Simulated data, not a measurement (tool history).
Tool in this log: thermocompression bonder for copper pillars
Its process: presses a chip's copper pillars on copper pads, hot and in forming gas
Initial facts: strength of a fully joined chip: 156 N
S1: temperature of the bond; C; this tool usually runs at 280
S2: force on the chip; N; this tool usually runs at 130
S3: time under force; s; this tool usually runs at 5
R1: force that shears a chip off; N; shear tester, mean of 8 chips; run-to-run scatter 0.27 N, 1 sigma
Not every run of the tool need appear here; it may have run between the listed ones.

run	day	S1	S2	S3	R1
1	0.000	280	130	5	61.9
2	0.350	280	130	5	61.8
3	0.558	280	130	5	61.7
4	0.746	280	130	5	61.6
5	0.996	280	130	5	61.3
6	1.179	280	130	5	61.3
7	1.579	280	130	5	61.6
8	1.962	280	130	5	61.6
9	2.400	280	100	5	45.9
10	2.808	280	130	12	83.0
11	3.150	280	108	12	69.3
12	3.450	280	108	12	69.4
13	3.892	280	130	9	75.6
# day 4.004: forming gas filter changed
14	4.204	280	130	9	81.2
15	4.567	280	130	9	81.2
16	4.750	280	130	9	81.3
17	5.012	280	130	9	81.1
18	5.338	280	130	9	80.7
19	5.767	280	130	7	74.2
20	6.008	280	130	5	65.3
21	6.358	280	130	5	65.4
22	6.733	280	95	5	46.3
23	7.004	303	170	5	105.5
24	7.404	302	94	5	59.8
25	7.792	302	94	5	59.2
26	8.138	290	130	5	73.0
27	8.575	290	130	5	73.2
28	8.825	262	151	5	61.1
29	9.042	262	151	5	60.9
30	9.221	273	144	5	66.5
31	9.508	273	144	5	67.0
32	9.921	279	126	12	84.0
33	10.367	279	126	12	84.7
34	10.588	279	126	12	84.6
35	10.954	279	84	12	55.4
36	11.258	302	126	10	98.8
37	11.675	252	125	4	38.6
38	11.917	258	95	13	49.4
39	12.308	254	130	5	45.8
40	12.646	254	130	5	45.5

Some steps in R1, run to run, broken into two amounts with sign: the step expected even without the hidden condition (settings, incoming material, random variation), and the rest, left for the hidden condition together with whatever gauge scatter is not in both the measured and the hidden-condition-free result:
Unlogged tool condition in this case: true temperature of the bond over the reading, C; force that reaches the chip, % of what is set; oxide that the forming gas leaves, % of the face; drift of the gauge itself on shear_n, %.
Run 9 -> 10: S2 100 -> 130, S3 5 -> 12. R1 +37.1 N: hidden state -1.8, all else +38.9.
Run 10 -> 11: S2 130 -> 108. R1 -13.7 N: hidden state +0.7, all else -14.4.
Run 13 -> 14: forming gas filter changed. R1 +5.6 N: hidden state +5.4, all else +0.2.
Run 22 -> 23: S1 280 -> 303, S2 95 -> 170. R1 +59.2 N: hidden state +0.1, all else +59.1.
Run 23 -> 24: S1 303 -> 302, S2 170 -> 94. R1 -45.7 N: hidden state -0.1, all else -45.6.
Run 36 -> 37: S1 302 -> 252, S2 126 -> 125, S3 10 -> 4. R1 -60.2 N: hidden state +0.3, all else -60.5.
